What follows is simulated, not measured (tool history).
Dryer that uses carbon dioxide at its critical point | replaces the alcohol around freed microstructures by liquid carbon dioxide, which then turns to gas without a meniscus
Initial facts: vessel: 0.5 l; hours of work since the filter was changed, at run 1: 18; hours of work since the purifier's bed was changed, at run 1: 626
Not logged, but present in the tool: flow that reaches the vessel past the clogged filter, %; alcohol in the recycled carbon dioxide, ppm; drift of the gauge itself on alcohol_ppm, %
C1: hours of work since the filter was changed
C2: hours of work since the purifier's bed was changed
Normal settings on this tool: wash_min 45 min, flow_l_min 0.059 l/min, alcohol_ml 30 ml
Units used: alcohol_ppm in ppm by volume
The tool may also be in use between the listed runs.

Run 1, hour 0: usual settings; C1 18; C2 626. Result: alcohol_ppm 442 ppm by volume.
Run 2, hour 29.2: usual settings; C1 32; C2 641. Result: alcohol_ppm 473 ppm by volume.
Run 3, hour 52.2: usual settings; C1 44; C2 653. Result: alcohol_ppm 467 ppm by volume.
Run 4, hour 74.1: usual settings; C1 55; C2 663. Result: alcohol_ppm 482 ppm by volume.
Run 5, hour 104.1: usual settings but alcohol_ml 68 ml; C1 70; C2 678. Result: alcohol_ppm 999 ppm by volume.
Run 6, hour 134.9: usual settings but alcohol_ml 68 ml; C1 85; C2 694. Result: alcohol_ppm 1020 ppm by volume.
Run 7, hour 166.5: usual settings but alcohol_ml 24 ml; C1 101; C2 710. Result: alcohol_ppm 427 ppm by volume.
Run 8, hour 188.3: usual settings but alcohol_ml 24 ml; C1 112; C2 720. Result: alcohol_ppm 435 ppm by volume.
Run 9, hour 213.6: usual settings but alcohol_ml 24 ml; C1 124; C2 733. Result: alcohol_ppm 438 ppm by volume.
Run 10, hour 229.5: usual settings but alcohol_ml 24 ml; C1 132; C2 741. Result: alcohol_ppm 449 ppm by volume.
Run 11, hour 253.9: usual settings but wash_min 69 min, flow_l_min 0.0783 l/min, alcohol_ml 27 ml; C1 144; C2 753. Result: alcohol_ppm 108 ppm by volume.
At hour 278.6: purifier's bed changed.
Run 12, hour 283: usual settings but wash_min 69 min, flow_l_min 0.0783 l/min, alcohol_ml 27 ml; C1 157; C2 2. Result: alcohol_ppm 9 ppm by volume.
Run 13, hour 303.9: usual settings but wash_min 69 min, flow_l_min 0.0783 l/min, alcohol_ml 27 ml; C1 168; C2 13. Result: alcohol_ppm 16 ppm by volume.
Run 14, hour 332.6: usual settings but wash_min 69 min, flow_l_min 0.0783 l/min, alcohol_ml 79 ml; C1 182; C2 27. Result: alcohol_ppm 24 ppm by volume.
Run 15, hour 355: usual settings but wash_min 28 min, flow_l_min 0.0783 l/min, alcohol_ml 79 ml; C1 193; C2 38. Result: alcohol_ppm 3174 ppm by volume.
Run 16, hour 389.5: usual settings but wash_min 60 min, flow_l_min 0.0783 l/min, alcohol_ml 33 ml; C1 211; C2 55. Result: alcohol_ppm 33 ppm by volume.
Run 17, hour 403.9: usual settings but wash_min 60 min, flow_l_min 0.0783 l/min, alcohol_ml 33 ml; C1 218; C2 63. Result: alcohol_ppm 33 ppm by volume.
Run 18, hour 435.9: usual settings but wash_min 43 min, flow_l_min 0.0443 l/min, alcohol_ml 115 ml; C1 234; C2 78. Result: alcohol_ppm 7076 ppm by volume.
Run 19, hour 450.6: usual settings but wash_min 43 min, flow_l_min 0.0443 l/min, alcohol_ml 115 ml; C1 241; C2 86. Result: alcohol_ppm 7205 ppm by volume.
Run 20, hour 472.7: usual settings but wash_min 65 min, flow_l_min 0.0443 l/min, alcohol_ml 115 ml; C1 252; C2 97. Result: alcohol_ppm 1259 ppm by volume.

Subtracting, for every run, the result it would have given without the tool's unlogged condition from the measured result gives the following. The same run-to-run variation enters both numbers; the gauge's scatter may not:
run  alcohol_ppm
  1          +92
  2         +105
  3         +110
  4         +120
  5         +193
  6         +215
  7         +140
  8         +146
  9         +151
 10         +157
 11          +90
 12           +4
 13           +5
 14          +10
 15         +721
 16          +16
 17          +17
 18        +1706
 19        +1774
 20         +458
